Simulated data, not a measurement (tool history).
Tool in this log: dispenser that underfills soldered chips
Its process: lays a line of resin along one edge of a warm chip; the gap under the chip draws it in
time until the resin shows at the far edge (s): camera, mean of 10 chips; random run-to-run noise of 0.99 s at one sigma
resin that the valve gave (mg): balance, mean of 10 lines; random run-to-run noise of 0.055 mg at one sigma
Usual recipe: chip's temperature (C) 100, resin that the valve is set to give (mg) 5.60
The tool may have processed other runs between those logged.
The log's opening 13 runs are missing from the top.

run	hour	chip's temperature (C)	resin that the valve is set to give (mg)	time until the resin shows at the far edge (s)	resin that the valve gave (mg)
14	127.0	87	5.60	177.8	5.14
# hour 131.4: new syringe of resin
15	138.3	87	5.60	178.7	5.14
# hour 142.2: new syringe of resin
16	150.2	100	5.80	124.3	5.34
# hour 153.9: new syringe of resin
17	161.6	108	5.60	96.2	5.19
# hour 164.9: new syringe of resin
18	170.2	90	7.21	153.7	6.62
# hour 174.1: dispensing valve cleaned and set on the balance
# hour 177.3: new syringe of resin
19	177.5	90	7.21	125.3	7.17
# hour 188.0: new syringe of resin
20	191.0	111	5.60	73.0	5.58
# hour 199.2: new syringe of resin
21	200.2	111	5.60	68.4	5.54
22	208.8	111	5.60	93.5	5.52
# hour 210.3: new syringe of resin
23	218.7	92	5.60	161.4	5.45
# hour 221.4: new syringe of resin
24	225.4	94	5.08	132.6	4.90
# hour 232.6: new syringe of resin
25	238.6	94	5.08	140.5	4.81
# hour 243.8: new syringe of resin
26	244.9	94	5.08	118.8	4.81
27	253.3	94	5.08	161.4	4.78
# hour 255.2: new syringe of resin
28	265.3	92	5.29	174.4	4.93
# hour 266.7: new syringe of resin
29	271.8	101	5.69	106.7	5.33
# hour 277.4: new syringe of resin
30	279.3	85	6.03	156.7	5.54
# hour 288.4: new syringe of resin
31	288.4	100	5.22	95.3	4.80
32	295.9	92	5.72	157.0	5.27
# hour 299.6: new syringe of resin
33	304.8	94	5.76	134.3	5.25
# hour 307.2: dispensing valve cleaned and set on the balance
# hour 311.6: new syringe of resin
34	317.8	93	6.70	138.7	6.68

5 options for the next run, each taken on its own from the tool as it stands now. Forecast them:
# hour 322.8: new syringe of resin
A	325.8	104	5.89	?	?
# hour 322.8: new syringe of resin
B	325.8	112	7.00	?	?
# hour 322.8: new syringe of resin
C	325.8	104	5.26	?	?
# hour 322.8: new syringe of resin
D	325.8	108	5.73	?	?
# hour 322.8: new syringe of resin
E	325.8	112	5.59	?	?

run	time until the resin shows at the far edge (s)	resin that the valve gave (mg)
A	87.3	5.79
B	67.3	6.86
C	89.1	5.13
D	79.0	5.58
E	69.3	5.53
Stripped of hidden state, with their random variation kept, the same runs would have yielded:
run	time until the resin shows at the far edge (s)	resin that the valve gave (mg)
A	82.5	5.88
B	63.5	6.97
C	84.1	5.21
D	74.5	5.67
E	65.3	5.61

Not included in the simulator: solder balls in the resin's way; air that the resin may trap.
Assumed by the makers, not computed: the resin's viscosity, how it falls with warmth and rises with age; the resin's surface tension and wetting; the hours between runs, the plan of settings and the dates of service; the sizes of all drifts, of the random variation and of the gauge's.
